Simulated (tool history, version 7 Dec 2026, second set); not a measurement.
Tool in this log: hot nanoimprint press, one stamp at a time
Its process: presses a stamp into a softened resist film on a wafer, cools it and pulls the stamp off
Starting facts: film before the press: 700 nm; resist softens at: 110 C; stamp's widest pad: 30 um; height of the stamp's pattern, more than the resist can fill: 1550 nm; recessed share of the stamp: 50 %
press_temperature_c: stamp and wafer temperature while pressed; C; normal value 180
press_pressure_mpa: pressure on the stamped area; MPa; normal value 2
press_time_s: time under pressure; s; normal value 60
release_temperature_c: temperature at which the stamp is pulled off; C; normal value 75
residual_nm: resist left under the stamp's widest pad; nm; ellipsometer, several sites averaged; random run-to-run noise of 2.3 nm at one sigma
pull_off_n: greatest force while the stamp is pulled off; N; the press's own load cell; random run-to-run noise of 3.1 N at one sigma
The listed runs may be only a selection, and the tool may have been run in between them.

{"run": 1, "hour": 0.0, "press_temperature_c": 180, "press_pressure_mpa": 2, "press_time_s": 60, "release_temperature_c": 75, "residual_nm": 365.9, "pull_off_n": 144}
{"run": 2, "hour": 15.0, "press_temperature_c": 180, "press_pressure_mpa": 2, "press_time_s": 60, "release_temperature_c": 75, "residual_nm": 366.8, "pull_off_n": 150}
{"run": 3, "hour": 24.9, "press_temperature_c": 180, "press_pressure_mpa": 2, "press_time_s": 60, "release_temperature_c": 75, "residual_nm": 367.5, "pull_off_n": 150}
{"run": 4, "hour": 35.8, "press_temperature_c": 180, "press_pressure_mpa": 2, "press_time_s": 60, "release_temperature_c": 75, "residual_nm": 365.7, "pull_off_n": 150}
{"run": 5, "hour": 43.1, "press_temperature_c": 180, "press_pressure_mpa": 2, "press_time_s": 60, "release_temperature_c": 75, "residual_nm": 369.1, "pull_off_n": 148}
{"run": 6, "hour": 52.4, "press_temperature_c": 180, "press_pressure_mpa": 2, "press_time_s": 60, "release_temperature_c": 75, "residual_nm": 369.1, "pull_off_n": 145}
{"run": 7, "hour": 60.0, "press_temperature_c": 180, "press_pressure_mpa": 1.28, "press_time_s": 60, "release_temperature_c": 75, "residual_nm": 426.1, "pull_off_n": 148}
{"run": 8, "hour": 70.4, "press_temperature_c": 180, "press_pressure_mpa": 1.28, "press_time_s": 60, "release_temperature_c": 68, "residual_nm": 430.5, "pull_off_n": 177}
{"run": 9, "hour": 82.2, "press_temperature_c": 180, "press_pressure_mpa": 2, "press_time_s": 60, "release_temperature_c": 75, "residual_nm": 370.8, "pull_off_n": 150}
{"run": 10, "hour": 94.1, "press_temperature_c": 180, "press_pressure_mpa": 1.37, "press_time_s": 60, "release_temperature_c": 81, "residual_nm": 419.7, "pull_off_n": 131}
{"run": 11, "hour": 108.4, "press_temperature_c": 183, "press_pressure_mpa": 1.33, "press_time_s": 78, "release_temperature_c": 81, "residual_nm": 360.9, "pull_off_n": 131}
{"run": 12, "hour": 115.9, "press_temperature_c": 183, "press_pressure_mpa": 1.33, "press_time_s": 78, "release_temperature_c": 81, "residual_nm": 360.5, "pull_off_n": 126}
{"run": 13, "hour": 125.0, "press_temperature_c": 180, "press_pressure_mpa": 2.84, "press_time_s": 63, "release_temperature_c": 78, "residual_nm": 312.5, "pull_off_n": 137}
{"run": 14, "hour": 139.3, "press_temperature_c": 180, "press_pressure_mpa": 2.84, "press_time_s": 66, "release_temperature_c": 67, "residual_nm": 309.2, "pull_off_n": 176}
{"run": 15, "hour": 148.2, "press_temperature_c": 180, "press_pressure_mpa": 2, "press_time_s": 32, "release_temperature_c": 75, "residual_nm": 448, "pull_off_n": 150}
{"hour": 161.3, "done": "plate thermocouple calibrated"}
{"run": 16, "hour": 161.7, "press_temperature_c": 184, "press_pressure_mpa": 1.32, "press_time_s": 66, "release_temperature_c": 77, "residual_nm": 373.7, "pull_off_n": 142}
{"run": 17, "hour": 172.6, "press_temperature_c": 176, "press_pressure_mpa": 2.48, "press_time_s": 39, "release_temperature_c": 77, "residual_nm": 439.2, "pull_off_n": 144}

Here are 4 independent what-if runs from the current tool condition. What would each one return?
{"run": "A", "hour": 186.4, "press_temperature_c": 176, "press_pressure_mpa": 2.63, "press_time_s": 39, "release_temperature_c": 82, "residual_nm": "?", "pull_off_n": "?"}
{"run": "B", "hour": 186.4, "press_temperature_c": 192, "press_pressure_mpa": 2, "press_time_s": 60, "release_temperature_c": 75, "residual_nm": "?", "pull_off_n": "?"}
{"run": "C", "hour": 186.4, "press_temperature_c": 180, "press_pressure_mpa": 1.51, "press_time_s": 60, "release_temperature_c": 75, "residual_nm": "?", "pull_off_n": "?"}
{"run": "D", "hour": 186.4, "press_temperature_c": 180, "press_pressure_mpa": 2, "press_time_s": 60, "release_temperature_c": 65, "residual_nm": "?", "pull_off_n": "?"}

run=A residual_nm=428.6 pull_off_n=118
run=B residual_nm=261.1 pull_off_n=149
run=C residual_nm=411.1 pull_off_n=154
run=D residual_nm=371.5 pull_off_n=189
The same runs, with their run-to-run variation unchanged, on a tool lacking any hidden condition would have given:
run=A residual_nm=428.4 pull_off_n=117
run=B residual_nm=261 pull_off_n=148
run=C residual_nm=411 pull_off_n=152
run=D residual_nm=371.4 pull_off_n=187
